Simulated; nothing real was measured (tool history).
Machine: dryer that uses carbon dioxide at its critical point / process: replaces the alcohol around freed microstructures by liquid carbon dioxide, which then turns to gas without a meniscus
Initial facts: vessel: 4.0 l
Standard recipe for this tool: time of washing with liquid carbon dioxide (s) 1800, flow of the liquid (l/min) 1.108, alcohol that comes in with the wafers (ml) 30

run	day	time of washing with liquid carbon dioxide (s)	flow of the liquid (l/min)	alcohol that comes in with the wafers (ml)	alcohol left in the vessel before it's heated (ppm by volume)
1	0.000	1800	1.108	30	67
2	0.604	1200	1.108	30	211
3	1.075	2760	1.108	30	40
4	1.762	2760	1.108	30	48
5	2.712	2760	1.108	30	46
6	3.483	1800	1.108	30	82
7	4.212	1800	1.108	30	92
8	4.858	1800	1.590	30	61
9	5.783	1800	1.590	30	53
10	6.558	1800	1.590	30	53
11	7.200	1800	1.108	30	99
# day 7.942: inlet filter changed
12	8.338	1800	1.108	30	67
13	8.842	1800	1.108	30	79
14	9.888	1800	1.108	30	73
15	10.583	1800	1.108	30	83
16	11.542	1800	1.108	30	70
17	12.208	1800	1.108	30	78
18	12.667	1800	1.108	30	74
19	13.425	1800	1.108	30	70
20	14.138	1800	1.108	30	81
21	14.754	1800	1.108	30	85
22	15.467	1800	1.108	30	87
23	16.421	1800	1.108	30	88
24	17.479	1800	1.108	30	95
25	18.125	1800	1.200	29	92
26	18.758	1740	1.190	30	80
27	19.450	2820	0.820	23	69
28	20.092	2160	0.830	20	94
29	21.017	1800	0.920	106	295
30	21.688	1800	0.920	106	309
31	22.692	1140	0.930	36	518
32	23.608	2460	0.930	36	85
33	24.238	2880	1.560	27	79
34	25.083	2880	1.560	27	87
35	26.200	2880	1.560	27	81
36	26.796	2220	1.560	79	86
37	27.346	1680	0.860	73	453
38	27.883	1680	0.910	111	538
39	28.575	1680	1.140	22	118
40	29.488	1680	1.140	22	121
# day 30.225: inlet filter changed
41	30.638	1680	1.140	22	96
42	31.579	1680	1.140	22	112
43	32.383	1680	1.140	22	103
44	33.162	1680	1.140	22	109
45	33.812	1260	1.140	23	164
46	34.625	1260	0.690	46	901
47	35.212	2100	1.370	46	96

For each run, the measured value with the value that run would have given without the tool's hidden condition subtracted. The run-to-run variation is shared by both, the gauge scatter possibly not:
The tool's hidden condition here consists of: flow that reaches the vessel past the clogged filter, %; alcohol in the recycled carbon dioxide, ppm; drift of the gauge itself on alcohol_ppm, %.
run	alcohol left in the vessel before it's heated (ppm by volume)
1	+54
2	+110
3	+40
4	+44
5	+46
6	+64
7	+66
8	+50
9	+51
10	+53
11	+74
12	+53
13	+54
14	+58
15	+58
16	+58
17	+61
18	+61
19	+61
20	+68
21	+67
22	+68
23	+69
24	+74
25	+71
26	+75
27	+69
28	+82
29	+169
30	+175
31	+224
32	+83
33	+74
34	+78
35	+78
36	+81
37	+269
38	+331
39	+103
40	+106
41	+87
42	+87
43	+88
44	+93
45	+98
46	+168
47	+92
